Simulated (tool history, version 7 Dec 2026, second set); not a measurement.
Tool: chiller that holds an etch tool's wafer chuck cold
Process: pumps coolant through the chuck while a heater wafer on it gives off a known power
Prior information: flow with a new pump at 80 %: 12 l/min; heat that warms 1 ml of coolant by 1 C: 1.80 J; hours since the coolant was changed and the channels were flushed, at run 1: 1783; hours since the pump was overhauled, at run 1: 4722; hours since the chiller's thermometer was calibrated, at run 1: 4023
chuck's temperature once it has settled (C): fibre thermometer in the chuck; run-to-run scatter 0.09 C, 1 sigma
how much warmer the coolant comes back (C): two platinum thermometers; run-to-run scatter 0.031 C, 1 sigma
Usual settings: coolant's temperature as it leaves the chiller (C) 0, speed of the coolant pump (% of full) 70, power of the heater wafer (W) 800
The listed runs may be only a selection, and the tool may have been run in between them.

| run | hour | coolant's temperature as it leaves the chiller (C) | speed of the coolant pump (% of full) | power of the heater wafer (W) | hours since the coolant was changed and the channels were flushed | hours since the pump was overhauled | hours since the chiller's thermometer was calibrated | chuck's temperature once it has settled (C) | how much warmer the coolant comes back (C) |
|---|---|---|---|---|---|---|---|---|---|
| 1 | 0.0 | 0 | 70 | 800 | 1783 | 4722 | 4023 | 7.14 | 3.18 |
| 2 | 145.3 | 0 | 70 | 800 | 1928 | 4867 | 4168 | 7.18 | 3.18 |
| 3 | 278.5 | 0 | 70 | 800 | 2061 | 5001 | 4302 | 7.24 | 3.23 |
| 4 | 372.2 | 0 | 70 | 800 | 2155 | 5094 | 4395 | 7.10 | 3.27 |
| 5 | 471.2 | 0 | 70 | 800 | 2254 | 5193 | 4494 | 7.36 | 3.33 |
|  | 588.5 | coolant pump overhauled |
| 6 | 589.6 | -6 | 70 | 800 | 2367 | 1 | 4608 | 0.06 | 2.50 |
| 7 | 747.7 | 0 | 70 | 800 | 2525 | 159 | 4766 | 6.18 | 2.57 |
| 8 | 920.8 | 0 | 70 | 800 | 2699 | 332 | 4939 | 6.11 | 2.54 |
| 9 | 1084.0 | 0 | 70 | 969 | 2862 | 496 | 5102 | 7.51 | 3.14 |
| 10 | 1225.6 | 0 | 66 | 969 | 3003 | 637 | 5244 | 7.94 | 3.32 |
| 11 | 1362.1 | 0 | 66 | 969 | 3140 | 774 | 5380 | 7.97 | 3.32 |
| 12 | 1474.1 | -3 | 66 | 579 | 3252 | 886 | 5492 | 1.55 | 1.98 |
| 13 | 1574.8 | -3 | 87 | 475 | 3353 | 986 | 5593 | 0.08 | 1.28 |
| 14 | 1741.5 | -3 | 87 | 475 | 3519 | 1153 | 5760 | -0.07 | 1.30 |
|  | 1862.4 | chiller's thermometer calibrated |
| 15 | 1904.8 | 0 | 80 | 709 | 3682 | 1315 | 42 | 5.83 | 2.08 |
| 16 | 2011.5 | 0 | 65 | 1085 | 3788 | 1422 | 149 | 9.99 | 3.91 |
| 17 | 2163.5 | 0 | 67 | 418 | 3940 | 1574 | 301 | 3.99 | 1.47 |
|  | 2308.3 | coolant changed, channels flushed |
| 18 | 2333.8 | 0 | 67 | 418 | 25 | 1738 | 465 | 3.57 | 1.47 |
| 19 | 2434.7 | 6 | 77 | 618 | 126 | 1839 | 566 | 10.87 | 1.92 |

Branching from run 19: 3 alternative next runs. What would each branch give?
| A | 2569.8 | 1 | 97 | 545 | 262 | 1974 | 701 | ? | ? |
| B | 2569.8 | 1 | 70 | 800 | 262 | 1974 | 701 | ? | ? |
| C | 2569.8 | 0 | 70 | 922 | 262 | 1974 | 701 | ? | ? |

| run | chuck's temperature once it has settled (C) | how much warmer the coolant comes back (C) |
|---|---|---|
| A | 4.59 | 1.39 |
| B | 7.62 | 2.73 |
| C | 7.51 | 3.15 |
What these runs would have given with no unlogged condition in the tool:
| run | chuck's temperature once it has settled (C) | how much warmer the coolant comes back (C) |
|---|---|---|
| A | 4.46 | 1.28 |
| B | 7.30 | 2.52 |
| C | 7.13 | 2.92 |
